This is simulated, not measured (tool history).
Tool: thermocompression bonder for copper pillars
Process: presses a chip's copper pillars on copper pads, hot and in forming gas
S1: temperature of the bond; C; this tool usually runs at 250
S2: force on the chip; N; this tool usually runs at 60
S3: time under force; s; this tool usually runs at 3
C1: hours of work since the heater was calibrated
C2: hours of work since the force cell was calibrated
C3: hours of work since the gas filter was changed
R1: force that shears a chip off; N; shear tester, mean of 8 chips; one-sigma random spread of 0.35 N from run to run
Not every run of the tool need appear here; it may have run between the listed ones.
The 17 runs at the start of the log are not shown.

Run 18, hour 233.0: usual settings; C1 1105; C2 475; C3 67. Result: R1 64.5 N.
Run 19, hour 246.9: usual settings; C1 1115; C2 485; C3 77. Result: R1 65.1 N.
Run 20, hour 259.5: usual settings; C1 1124; C2 494; C3 86. Result: R1 64.2 N.
Run 21, hour 277.3: usual settings but S1 261 C, S2 53 N, S3 5 s; C1 1136; C2 507; C3 99. Result: R1 81.1 N.
Run 22, hour 284.9: usual settings but S1 233 C, S2 53 N, S3 7 s; C1 1142; C2 512; C3 104. Result: R1 68.3 N.
Run 23, hour 297.6: usual settings but S1 256 C, S2 57 N, S3 4 s; C1 1151; C2 521; C3 113. Result: R1 73.8 N.
Run 24, hour 305.6: usual settings but S1 256 C, S2 57 N, S3 4 s; C1 1156; C2 527; C3 118. Result: R1 73.7 N.
Run 25, hour 318.7: usual settings but S2 66 N, S3 6 s; C1 1165; C2 536; C3 128. Result: R1 85.5 N.
Run 26, hour 327.6: usual settings but S2 45 N, S3 6 s; C1 1172; C2 542; C3 134. Result: R1 70.3 N.
Run 27, hour 339.0: usual settings but S1 258 C, S2 67 N; C1 1180; C2 550; C3 142. Result: R1 73.8 N.
Run 28, hour 355.5: usual settings but S1 238 C, S2 66 N, S3 2 s; C1 1191; C2 562; C3 154. Result: R1 50.1 N.
Run 29, hour 366.9: usual settings but S1 238 C, S2 66 N, S3 9 s; C1 1199; C2 570; C3 162. Result: R1 85.2 N.
Run 30, hour 375.0: usual settings but S1 238 C, S2 66 N, S3 9 s; C1 1205; C2 576; C3 167. Result: R1 86.5 N.
Run 31, hour 388.5: usual settings but S1 238 C, S2 66 N, S3 9 s; C1 1215; C2 585; C3 177. Result: R1 85.5 N.
Run 32, hour 401.3: usual settings but S1 238 C, S2 38 N, S3 5 s; C1 1224; C2 594; C3 186. Result: R1 51.6 N.
Run 33, hour 419.4: usual settings but S3 2 s; C1 1236; C2 607; C3 199. Result: R1 54.1 N.
Run 34, hour 434.7: usual settings but S3 2 s; C1 1247; C2 618; C3 209. Result: R1 54.1 N.
At hour 444.5: forming gas filter changed.
Run 35, hour 452.9: usual settings but S2 73 N; C1 1260; C2 630; C3 6. Result: R1 69.3 N.
Run 36, hour 462.9: usual settings but S3 4 s; C1 1267; C2 637; C3 13. Result: R1 69.5 N.
Run 37, hour 476.9: usual settings but S3 4 s; C1 1277; C2 647; C3 23. Result: R1 69.6 N.
Run 38, hour 490.4: usual settings but S3 4 s; C1 1286; C2 656; C3 32. Result: R1 69.2 N.
Run 39, hour 502.2: usual settings but S1 228 C, S3 8 s; C1 1294; C2 665; C3 41. Result: R1 70.0 N.
Run 40, hour 518.5: usual settings but S1 257 C, S2 37 N, S3 8 s; C1 1306; C2 676; C3 52. Result: R1 74.0 N.

Predict each of these 4 candidate next runs independently; none follows another, all start after run 40:
Run A, hour 531.3: usual settings but S1 257 C, S2 83 N, S3 8 s; C1 1315; C2 685; C3 61. Result: R1 ?.
Run B, hour 531.3: usual settings but S1 257 C, S2 37 N, S3 9 s; C1 1315; C2 685; C3 61. Result: R1 ?.
Run C, hour 531.3: usual settings but S1 257 C, S2 37 N, S3 8 s; C1 1315; C2 685; C3 61. Result: R1 ?.
Run D, hour 531.3: usual settings but S1 246 C, S3 6 s; C1 1315; C2 685; C3 61. Result: R1 ?.

run     R1
  A  103.9
  B   76.5
  C   73.3
  D   75.7
With the hidden condition removed and each run's random variation left untouched, the same runs would have given:
run     R1
  A  108.9
  B   80.2
  C   76.9
  D   79.4

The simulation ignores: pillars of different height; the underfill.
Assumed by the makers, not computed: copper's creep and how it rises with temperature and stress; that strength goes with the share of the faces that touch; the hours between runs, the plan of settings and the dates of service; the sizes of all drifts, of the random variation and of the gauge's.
